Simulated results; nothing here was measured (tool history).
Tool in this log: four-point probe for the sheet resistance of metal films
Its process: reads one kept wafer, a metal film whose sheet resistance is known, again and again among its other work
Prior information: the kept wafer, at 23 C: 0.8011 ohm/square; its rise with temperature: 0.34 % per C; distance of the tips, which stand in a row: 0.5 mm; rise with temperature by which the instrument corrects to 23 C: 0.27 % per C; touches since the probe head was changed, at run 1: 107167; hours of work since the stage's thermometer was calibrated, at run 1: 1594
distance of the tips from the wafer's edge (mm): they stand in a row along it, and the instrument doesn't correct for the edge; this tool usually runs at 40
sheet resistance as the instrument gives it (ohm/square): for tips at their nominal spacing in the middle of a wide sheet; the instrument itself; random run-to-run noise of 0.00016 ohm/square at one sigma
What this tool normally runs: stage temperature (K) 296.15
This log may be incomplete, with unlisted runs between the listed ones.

run,hour,stage temperature (K),distance of the tips from the wafer's edge (mm),touches since the probe head was changed,hours of work since the stage's thermometer was calibrated,sheet resistance as the instrument gives it (ohm/square)
1,0,296.15,40,107167,1594,0.787444
2,74.8,296.15,40,109567,1652,0.787119
3,130.3,296.15,40,111349,1695,0.787086
4,185.1,296.15,40,113108,1737,0.787173
5,262.4,296.15,40,115590,1797,0.786858
6,338.9,296.15,40,118044,1856,0.786864
7,425.2,296.15,40,120814,1923,0.786356
8,479.4,296.15,5,122553,1965,0.790545
9,522.6,296.15,5,123939,1998,0.790468
10,599,296.15,5,126394,2057,0.790255
# hour 626.7: stage's thermometer calibrated
11,684.2,296.15,5,129110,44,0.78897
12,725.1,296.15,15,130423,76,0.785238
13,783.1,293.15,40,132285,121,0.782808
14,869.3,296.15,40,135053,188,0.784339
15,945.5,296.15,40,137498,246,0.784122
16,994.6,308.15,5,139072,284,0.794954
# hour 1037.1: stage's thermometer calibrated, once more
17,1083.5,299.15,33,141910,36,0.788591
18,1152.7,299.15,33,144132,89,0.788678
19,1222.3,304.15,23,146366,143,0.791019
20,1275.3,300.15,41,148068,184,0.788512
21,1317.5,294.15,5,149420,217,0.789414
22,1381.9,302.15,29,151489,266,0.789428
23,1430.4,292.15,35,153046,304,0.783759
24,1511.9,293.15,51,155659,367,0.784279
25,1600.9,296.15,42,158518,436,0.785162
26,1681.2,296.15,42,161095,498,0.785477
27,1763.7,296.15,5,163742,561,0.789252
28,1840,296.15,11,166190,620,0.785882

Entry by entry between the runs, the difference in hidden state between the last listed run before and the first listed run after:
Between runs 10 and 11: stage's thermometer calibrated (hour 626.7)
  inner tips' distance over the nominal, %: -1.555 -> -1.572; tips' flats over new ones', %: 42 -> 43; wafer's true temperature over the reading, C: -0.6 -> -1.02
  measured minus no-state result, sheet resistance as the instrument gives it (ohm/square): -0.015132 -> -0.016432
Between runs 16 and 17: stage's thermometer calibrated, once more (hour 1037.1)
  inner tips' distance over the nominal, %: -1.633 -> -1.65; tips' flats over new ones', %: 46 -> 47; wafer's true temperature over the reading, C: -1.09 -> -0.04
  measured minus no-state result, sheet resistance as the instrument gives it (ohm/square): -0.017168 -> -0.01441
